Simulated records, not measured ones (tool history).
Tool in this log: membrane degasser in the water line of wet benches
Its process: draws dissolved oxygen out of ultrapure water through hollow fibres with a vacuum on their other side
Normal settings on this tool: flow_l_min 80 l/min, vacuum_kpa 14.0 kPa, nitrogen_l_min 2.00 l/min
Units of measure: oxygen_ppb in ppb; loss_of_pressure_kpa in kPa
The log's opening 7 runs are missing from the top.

run 8 hour=702.6 | flow_l_min=80 vacuum_kpa=14.0 nitrogen_l_min=2.00 | oxygen_ppb=857.1 loss_of_pressure_kpa=37.41
run 9 hour=853.9 | flow_l_min=80 vacuum_kpa=14.0 nitrogen_l_min=2.00 | oxygen_ppb=847.4 loss_of_pressure_kpa=37.24
run 10 hour=917.4 | flow_l_min=80 vacuum_kpa=14.0 nitrogen_l_min=2.00 | oxygen_ppb=851.6 loss_of_pressure_kpa=36.97
run 11 hour=1059.4 | flow_l_min=80 vacuum_kpa=14.0 nitrogen_l_min=2.00 | oxygen_ppb=847.0 loss_of_pressure_kpa=37.16
run 12 hour=1203.3 | flow_l_min=58 vacuum_kpa=14.0 nitrogen_l_min=2.00 | oxygen_ppb=642.0 loss_of_pressure_kpa=27.19
run 13 hour=1300.9 | flow_l_min=58 vacuum_kpa=14.0 nitrogen_l_min=2.00 | oxygen_ppb=642.5 loss_of_pressure_kpa=26.79
run 14 hour=1392.0 | flow_l_min=58 vacuum_kpa=11.8 nitrogen_l_min=2.00 | oxygen_ppb=521.7 loss_of_pressure_kpa=27.20
run 15 hour=1485.9 | flow_l_min=58 vacuum_kpa=11.8 nitrogen_l_min=2.00 | oxygen_ppb=526.3 loss_of_pressure_kpa=27.29
run 16 hour=1590.7 | flow_l_min=80 vacuum_kpa=14.0 nitrogen_l_min=2.00 | oxygen_ppb=851.2 loss_of_pressure_kpa=37.15
run 17 hour=1741.1 | flow_l_min=84 vacuum_kpa=12.9 nitrogen_l_min=1.83 | oxygen_ppb=863.1 loss_of_pressure_kpa=39.30
run 18 hour=1891.2 | flow_l_min=54 vacuum_kpa=12.9 nitrogen_l_min=3.01 | oxygen_ppb=395.1 loss_of_pressure_kpa=25.17
run 19 hour=2040.1 | flow_l_min=54 vacuum_kpa=12.9 nitrogen_l_min=3.01 | oxygen_ppb=394.8 loss_of_pressure_kpa=25.45
run 20 hour=2181.5 | flow_l_min=54 vacuum_kpa=12.9 nitrogen_l_min=3.01 | oxygen_ppb=396.4 loss_of_pressure_kpa=25.23
run 21 hour=2296.0 | flow_l_min=54 vacuum_kpa=12.9 nitrogen_l_min=3.01 | oxygen_ppb=392.7 loss_of_pressure_kpa=25.10
-- hour=2382.2 vacuum gauge calibrated
run 22 hour=2411.2 | flow_l_min=65 vacuum_kpa=15.4 nitrogen_l_min=5.75 | oxygen_ppb=341.9 loss_of_pressure_kpa=30.26
run 23 hour=2515.7 | flow_l_min=65 vacuum_kpa=15.4 nitrogen_l_min=5.75 | oxygen_ppb=342.4 loss_of_pressure_kpa=30.49
run 24 hour=2603.3 | flow_l_min=80 vacuum_kpa=32.8 nitrogen_l_min=3.10 | oxygen_ppb=1451.5 loss_of_pressure_kpa=37.92
run 25 hour=2677.7 | flow_l_min=80 vacuum_kpa=14.2 nitrogen_l_min=4.89 | oxygen_ppb=450.1 loss_of_pressure_kpa=37.11
run 26 hour=2772.6 | flow_l_min=80 vacuum_kpa=14.0 nitrogen_l_min=2.49 | oxygen_ppb=734.7 loss_of_pressure_kpa=37.44
run 27 hour=2894.0 | flow_l_min=80 vacuum_kpa=14.0 nitrogen_l_min=1.54 | oxygen_ppb=1022.4 loss_of_pressure_kpa=37.23
run 28 hour=3000.3 | flow_l_min=103 vacuum_kpa=11.9 nitrogen_l_min=1.54 | oxygen_ppb=1043.0 loss_of_pressure_kpa=47.96
run 29 hour=3142.9 | flow_l_min=103 vacuum_kpa=26.6 nitrogen_l_min=4.06 | oxygen_ppb=1230.7 loss_of_pressure_kpa=48.57
run 30 hour=3286.5 | flow_l_min=97 vacuum_kpa=17.5 nitrogen_l_min=5.00 | oxygen_ppb=669.7 loss_of_pressure_kpa=45.21
run 31 hour=3418.2 | flow_l_min=73 vacuum_kpa=19.1 nitrogen_l_min=2.27 | oxygen_ppb=999.9 loss_of_pressure_kpa=34.05
run 32 hour=3495.8 | flow_l_min=73 vacuum_kpa=19.1 nitrogen_l_min=2.27 | oxygen_ppb=997.5 loss_of_pressure_kpa=34.19

Predict each of these 4 candidate next runs independently; none follows another, all start after run 32:
run A hour=3651.5 | flow_l_min=80 vacuum_kpa=15.4 nitrogen_l_min=5.52 | oxygen_ppb=? loss_of_pressure_kpa=?
run B hour=3651.5 | flow_l_min=121 vacuum_kpa=19.3 nitrogen_l_min=3.73 | oxygen_ppb=? loss_of_pressure_kpa=?
run C hour=3651.5 | flow_l_min=48 vacuum_kpa=13.7 nitrogen_l_min=2.76 | oxygen_ppb=? loss_of_pressure_kpa=?
run D hour=3651.5 | flow_l_min=63 vacuum_kpa=19.1 nitrogen_l_min=1.06 | oxygen_ppb=? loss_of_pressure_kpa=?

run=A oxygen_ppb=447.6 loss_of_pressure_kpa=37.52
run=B oxygen_ppb=1136.1 loss_of_pressure_kpa=56.61
run=C oxygen_ppb=406.2 loss_of_pressure_kpa=22.31
run=D oxygen_ppb=1509.7 loss_of_pressure_kpa=29.15
Had the tool no hidden state, the same runs would have come out as:
run=A oxygen_ppb=447.3 loss_of_pressure_kpa=37.49
run=B oxygen_ppb=1135.4 loss_of_pressure_kpa=56.55
run=C oxygen_ppb=406.1 loss_of_pressure_kpa=22.29
run=D oxygen_ppb=1509.5 loss_of_pressure_kpa=29.12
